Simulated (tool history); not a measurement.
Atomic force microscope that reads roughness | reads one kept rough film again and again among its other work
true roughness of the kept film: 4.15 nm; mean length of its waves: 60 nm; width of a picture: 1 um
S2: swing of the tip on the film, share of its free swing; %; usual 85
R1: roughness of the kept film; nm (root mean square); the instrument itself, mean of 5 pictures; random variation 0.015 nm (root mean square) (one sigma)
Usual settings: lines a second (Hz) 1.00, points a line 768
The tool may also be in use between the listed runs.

run 1 day=0.000 | lines_a_second_(Hz)=1.00 S2=85 points_a_line=768 | R1=3.159
run 2 day=1.617 | lines_a_second_(Hz)=1.00 S2=85 points_a_line=768 | R1=3.165
-- day=2.254 new tip fitted
-- day=2.296 height scale calibrated on a step standard
run 3 day=4.550 | lines_a_second_(Hz)=1.00 S2=85 points_a_line=455 | R1=3.380
run 4 day=7.500 | lines_a_second_(Hz)=1.00 S2=72 points_a_line=455 | R1=3.515
-- day=8.388 height scale calibrated on a step standard, once more
run 5 day=10.317 | lines_a_second_(Hz)=1.00 S2=85 points_a_line=768 | R1=3.380
run 6 day=13.004 | lines_a_second_(Hz)=1.00 S2=85 points_a_line=768 | R1=3.312
run 7 day=14.788 | lines_a_second_(Hz)=1.00 S2=85 points_a_line=768 | R1=3.294
run 8 day=17.950 | lines_a_second_(Hz)=1.00 S2=85 points_a_line=781 | R1=3.231
-- day=19.275 new tip fitted
run 9 day=19.829 | lines_a_second_(Hz)=1.00 S2=85 points_a_line=781 | R1=3.505
run 10 day=22.812 | lines_a_second_(Hz)=1.00 S2=85 points_a_line=781 | R1=3.461
run 11 day=24.500 | lines_a_second_(Hz)=1.00 S2=85 points_a_line=768 | R1=3.397
run 12 day=26.383 | lines_a_second_(Hz)=1.00 S2=85 points_a_line=768 | R1=3.390
run 13 day=29.288 | lines_a_second_(Hz)=1.00 S2=85 points_a_line=768 | R1=3.319
run 14 day=32.583 | lines_a_second_(Hz)=1.00 S2=85 points_a_line=507 | R1=3.232
run 15 day=34.933 | lines_a_second_(Hz)=1.00 S2=85 points_a_line=507 | R1=3.214
-- day=36.321 new tip fitted
run 16 day=37.862 | lines_a_second_(Hz)=1.00 S2=67 points_a_line=768 | R1=3.723
run 17 day=39.379 | lines_a_second_(Hz)=1.00 S2=67 points_a_line=768 | R1=3.682
run 18 day=41.162 | lines_a_second_(Hz)=1.00 S2=85 points_a_line=768 | R1=3.361
run 19 day=42.742 | lines_a_second_(Hz)=1.00 S2=85 points_a_line=768 | R1=3.361
run 20 day=45.788 | lines_a_second_(Hz)=1.00 S2=85 points_a_line=768 | R1=3.320
run 21 day=48.117 | lines_a_second_(Hz)=1.00 S2=85 points_a_line=768 | R1=3.264
run 22 day=50.808 | lines_a_second_(Hz)=1.00 S2=72 points_a_line=768 | R1=3.382
-- day=53.288 new tip fitted
run 23 day=53.796 | lines_a_second_(Hz)=1.00 S2=83 points_a_line=768 | R1=3.545
run 24 day=57.267 | lines_a_second_(Hz)=1.00 S2=83 points_a_line=768 | R1=3.472
run 25 day=59.738 | lines_a_second_(Hz)=1.00 S2=85 points_a_line=768 | R1=3.357
run 26 day=63.321 | lines_a_second_(Hz)=1.00 S2=89 points_a_line=768 | R1=3.225
run 27 day=65.288 | lines_a_second_(Hz)=1.00 S2=89 points_a_line=768 | R1=3.192
run 28 day=67.808 | lines_a_second_(Hz)=0.73 S2=61 points_a_line=368 | R1=3.519
-- day=70.125 new tip fitted
run 29 day=71.046 | lines_a_second_(Hz)=3.68 S2=70 points_a_line=991 | R1=3.245
run 30 day=74.579 | lines_a_second_(Hz)=1.00 S2=67 points_a_line=838 | R1=3.668
run 31 day=76.904 | lines_a_second_(Hz)=0.91 S2=68 points_a_line=500 | R1=3.605
run 32 day=79.596 | lines_a_second_(Hz)=0.70 S2=71 points_a_line=500 | R1=3.554
run 33 day=81.508 | lines_a_second_(Hz)=0.70 S2=71 points_a_line=500 | R1=3.527
run 34 day=84.346 | lines_a_second_(Hz)=1.14 S2=74 points_a_line=641 | R1=3.364
run 35 day=86.583 | lines_a_second_(Hz)=1.38 S2=65 points_a_line=427 | R1=3.376
-- day=87.229 new tip fitted
run 36 day=89.896 | lines_a_second_(Hz)=2.49 S2=56 points_a_line=324 | R1=3.626
run 37 day=91.408 | lines_a_second_(Hz)=1.00 S2=68 points_a_line=768 | R1=3.608
run 38 day=94.288 | lines_a_second_(Hz)=3.13 S2=68 points_a_line=591 | R1=3.217
run 39 day=96.971 | lines_a_second_(Hz)=3.13 S2=68 points_a_line=591 | R1=3.173
run 40 day=99.988 | lines_a_second_(Hz)=0.85 S2=64 points_a_line=272 | R1=3.478
run 41 day=101.504 | lines_a_second_(Hz)=1.62 S2=85 points_a_line=679 | R1=3.022
-- day=104.067 new tip fitted
run 42 day=104.067 | lines_a_second_(Hz)=2.37 S2=65 points_a_line=363 | R1=3.536
run 43 day=106.592 | lines_a_second_(Hz)=2.37 S2=65 points_a_line=363 | R1=3.498
run 44 day=108.146 | lines_a_second_(Hz)=0.62 S2=68 points_a_line=768 | R1=3.696
run 45 day=111.062 | lines_a_second_(Hz)=3.72 S2=56 points_a_line=537 | R1=3.395
run 46 day=113.438 | lines_a_second_(Hz)=1.11 S2=85 points_a_line=768 | R1=3.223
run 47 day=117.042 | lines_a_second_(Hz)=1.11 S2=85 points_a_line=768 | R1=3.157
run 48 day=120.438 | lines_a_second_(Hz)=2.05 S2=61 points_a_line=768 | R1=3.309
-- day=121.067 new tip fitted
-- day=122.825 height scale calibrated on a step standard
run 49 day=123.392 | lines_a_second_(Hz)=1.00 S2=78 points_a_line=768 | R1=3.617
run 50 day=126.929 | lines_a_second_(Hz)=1.00 S2=78 points_a_line=768 | R1=3.536
run 51 day=128.804 | lines_a_second_(Hz)=1.99 S2=68 points_a_line=603 | R1=3.439
run 52 day=130.904 | lines_a_second_(Hz)=1.01 S2=89 points_a_line=542 | R1=3.267

Forecast each of these 4 alternatives for the next run:
run A day=132.388 | lines_a_second_(Hz)=1.03 S2=59 points_a_line=264 | R1=?
run B day=132.388 | lines_a_second_(Hz)=3.37 S2=79 points_a_line=542 | R1=?
run C day=132.388 | lines_a_second_(Hz)=1.01 S2=89 points_a_line=542 | R1=?
run D day=132.388 | lines_a_second_(Hz)=2.76 S2=77 points_a_line=435 | R1=?

run=A R1=3.569
run=B R1=2.836
run=C R1=3.236
run=D R1=3.023
Without the tool's hidden state the same runs would have given:
run=A R1=3.831
run=B R1=3.045
run=C R1=3.474
run=D R1=3.244
